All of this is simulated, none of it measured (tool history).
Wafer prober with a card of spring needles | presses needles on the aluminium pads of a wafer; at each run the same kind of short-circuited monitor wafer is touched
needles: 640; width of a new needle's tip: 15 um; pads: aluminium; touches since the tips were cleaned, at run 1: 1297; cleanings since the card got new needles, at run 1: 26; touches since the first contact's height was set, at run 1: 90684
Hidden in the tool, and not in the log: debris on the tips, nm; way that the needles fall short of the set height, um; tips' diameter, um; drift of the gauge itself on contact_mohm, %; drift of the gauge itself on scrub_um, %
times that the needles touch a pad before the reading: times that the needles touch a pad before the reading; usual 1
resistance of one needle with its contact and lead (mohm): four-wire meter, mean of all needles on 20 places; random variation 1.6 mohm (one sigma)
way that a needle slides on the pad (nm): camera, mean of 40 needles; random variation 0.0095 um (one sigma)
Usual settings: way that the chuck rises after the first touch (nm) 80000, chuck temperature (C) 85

run,hour,way that the chuck rises after the first touch (nm),chuck temperature (C),times that the needles touch a pad before the reading,touches since the tips were cleaned,cleanings since the card got new needles,touches since the first contact's height was set,resistance of one needle with its contact and lead (mohm),way that a needle slides on the pad (nm)
1,0,80000,85,1,1297,26,90684,153,9922
# hour 24.3: tips cleaned on abrasive film
# hour 52.2: tips cleaned on abrasive film
2,52.2,80000,86,1,0,28,107178,154,9909
3,78.3,80000,86,1,8268,28,115446,152,9909
# hour 81.3: tips cleaned on abrasive film
# hour 109.7: tips cleaned on abrasive film
4,110,80000,86,1,105,30,125440,150,9925
# hour 141.5: tips cleaned on abrasive film
5,153.3,80000,86,1,3746,31,139127,152,9936
# hour 170.2: tips cleaned on abrasive film
6,193.7,80000,86,1,7456,32,151904,151,9951
# hour 200.8: tips cleaned on abrasive film
7,221.4,80000,86,1,6530,33,160655,155,9961
# hour 228.4: tips cleaned on abrasive film
# hour 240.3: height of the first contact set anew
8,253.6,80000,86,1,7894,34,4217,152,9944
# hour 260.1: tips cleaned on abrasive film
# hour 290.7: tips cleaned on abrasive film
9,299.7,80000,86,1,2828,36,18746,152,9976
# hour 321.4: tips cleaned on abrasive film
10,331,83000,85,1,3020,37,28636,152,10352
# hour 350.4: tips cleaned on abrasive film
11,361.8,83000,85,2,3615,38,38387,152,10361
# hour 382.5: tips cleaned on abrasive film
12,397.7,80000,30,1,4833,39,49731,144,9995
# hour 411.5: tips cleaned on abrasive film
13,420.7,80000,71,1,2915,40,56987,152,9981
# hour 440.8: tips cleaned on abrasive film
14,442.7,80000,71,1,620,41,63939,151,10006
# hour 468.5: tips cleaned on abrasive film
15,475.1,80000,71,1,2095,42,74178,149,10002
# hour 499.1: tips cleaned on abrasive film
16,511.6,80000,71,1,3957,43,85704,151,10008
# hour 527.2: tips cleaned on abrasive film
17,551.9,80000,71,2,7837,44,98452,151,10030
# hour 556.8: tips cleaned on abrasive film
# hour 587.1: tips cleaned on abrasive film
18,596.1,80000,33,1,2848,46,112398,143,10043
# hour 618.1: tips cleaned on abrasive film
# hour 643.2: gauge calibrated
19,643.2,97000,38,1,7955,47,127315,142,12011
# hour 648.3: tips cleaned on abrasive film
20,672.3,92000,85,1,7592,48,136491,150,11390
# hour 676.1: tips cleaned on abrasive film
21,696.2,94000,115,2,6372,49,144052,154,11633
# hour 707.6: tips cleaned on abrasive film
22,730.1,78000,107,1,7126,50,154758,156,9671
# hour 736.1: tips cleaned on abrasive film
# hour 766.5: tips cleaned on abrasive film
# hour 766.8: height of the first contact set anew
23,768.2,80000,28,3,459,52,459,142,9920
# hour 795.2: tips cleaned on abrasive film
24,809.6,78000,48,2,4575,53,13557,146,9694
# hour 823.3: tips cleaned on abrasive film
25,846.3,73000,29,3,7264,54,25137,142,9066
# hour 855.3: tips cleaned on abrasive film
26,874.8,73000,29,3,6196,55,34153,140,9088
# hour 884.3: tips cleaned on abrasive film
27,901.6,73000,29,3,5473,56,42622,143,9097
# hour 913.2: tips cleaned on abrasive film
28,933.4,73000,29,3,6410,57,52680,143,9103
# hour 942.7: tips cleaned on abrasive film
29,966.9,73000,29,3,7667,58,63246,144,9105
# hour 971.8: tips cleaned on abrasive film
# hour 1002.6: tips cleaned on abrasive film
30,1008.9,76000,28,2,2016,60,76516,144,9471
# hour 1031: tips cleaned on abrasive film
# hour 1059.2: tips cleaned on abrasive film
31,1059.2,80000,65,2,0,62,92399,148,10002
# hour 1088.7: tips cleaned on abrasive film
32,1088.7,99000,65,2,0,63,101721,145,12383

3 ways to go on from here, each from the tool as it stands after run 32. What would each give?
# hour 1119.2: tips cleaned on abrasive film
A,1120.9,83000,38,2,540,64,111886,?,?
# hour 1119.2: tips cleaned on abrasive film
B,1120.9,69000,65,2,540,64,111886,?,?
# hour 1119.2: tips cleaned on abrasive film
C,1120.9,76000,54,1,540,64,111886,?,?

run,resistance of one needle with its contact and lead (mohm),way that a needle slides on the pad (nm)
A,142,10405
B,149,8628
C,149,9497
Without the tool's hidden state the same runs would have given:
run,resistance of one needle with its contact and lead (mohm),way that a needle slides on the pad (nm)
A,142,10295
B,148,8536
C,149,9395

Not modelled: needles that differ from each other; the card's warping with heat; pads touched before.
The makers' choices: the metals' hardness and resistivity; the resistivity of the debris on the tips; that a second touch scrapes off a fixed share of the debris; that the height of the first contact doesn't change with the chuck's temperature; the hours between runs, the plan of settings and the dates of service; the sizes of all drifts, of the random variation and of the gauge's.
